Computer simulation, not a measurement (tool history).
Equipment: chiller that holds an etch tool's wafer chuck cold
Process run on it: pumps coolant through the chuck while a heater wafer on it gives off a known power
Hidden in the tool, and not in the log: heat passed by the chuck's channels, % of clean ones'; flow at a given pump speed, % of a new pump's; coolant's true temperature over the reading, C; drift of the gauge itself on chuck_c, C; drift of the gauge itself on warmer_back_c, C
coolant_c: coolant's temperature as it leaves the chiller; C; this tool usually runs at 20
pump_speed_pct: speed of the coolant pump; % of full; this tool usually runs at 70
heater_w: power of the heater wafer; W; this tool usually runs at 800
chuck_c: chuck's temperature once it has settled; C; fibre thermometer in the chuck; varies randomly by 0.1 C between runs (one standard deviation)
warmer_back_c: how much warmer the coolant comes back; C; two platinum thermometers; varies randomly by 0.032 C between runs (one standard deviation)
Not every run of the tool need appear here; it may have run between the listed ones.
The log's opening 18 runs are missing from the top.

run,hour,coolant_c,pump_speed_pct,heater_w,hours since the coolant was changed and the channels were flushed,hours since the pump was overhauled,hours since the chiller's thermometer was calibrated,chuck_c,warmer_back_c
19,638.8,18,75,404,1675,1675,890,22.6,1.45
# hour 668.3: gauge calibrated
20,691.7,21,75,1004,1728,1728,943,32.3,4.4
21,735.8,20,70,416,1772,1772,987,25,2.04
22,767.2,20,70,416,1803,1803,1019,25.1,1.93
23,819.4,19,70,897,1855,1855,1071,29.7,4.19
24,853.8,19,70,897,1890,1890,1105,29.5,4.22
25,881.5,20,90,603,1918,1918,1133,26,2.06
26,904.3,11,70,620,1940,1940,1156,18.2,2.83
27,927.9,11,70,847,1964,1964,1179,21.1,3.86
28,966.2,11,90,847,2002,2002,1218,19.6,2.86
29,990.6,28,62,800,2027,2027,1242,38.3,4.19
30,1030.8,23,70,1145,2067,2067,1282,36.6,5.31
31,1067.4,21,69,556,2104,2104,1319,27.8,2.49

Below are 3 alternative next runs, each starting from the tool's condition after run 31. Predict each:
A,1096.4,28,92,556,2132,2132,1348,?,?
B,1096.4,20,66,462,2132,2132,1348,?,?
C,1096.4,26,74,1120,2132,2132,1348,?,?

run,chuck_c,warmer_back_c
A,33.6,1.74
B,25.7,2.11
C,38.7,4.77
Stripped of hidden state, with their random variation kept, the same runs would have yielded:
run,chuck_c,warmer_back_c
A,33.6,1.97
B,25.6,2.34
C,38.7,5
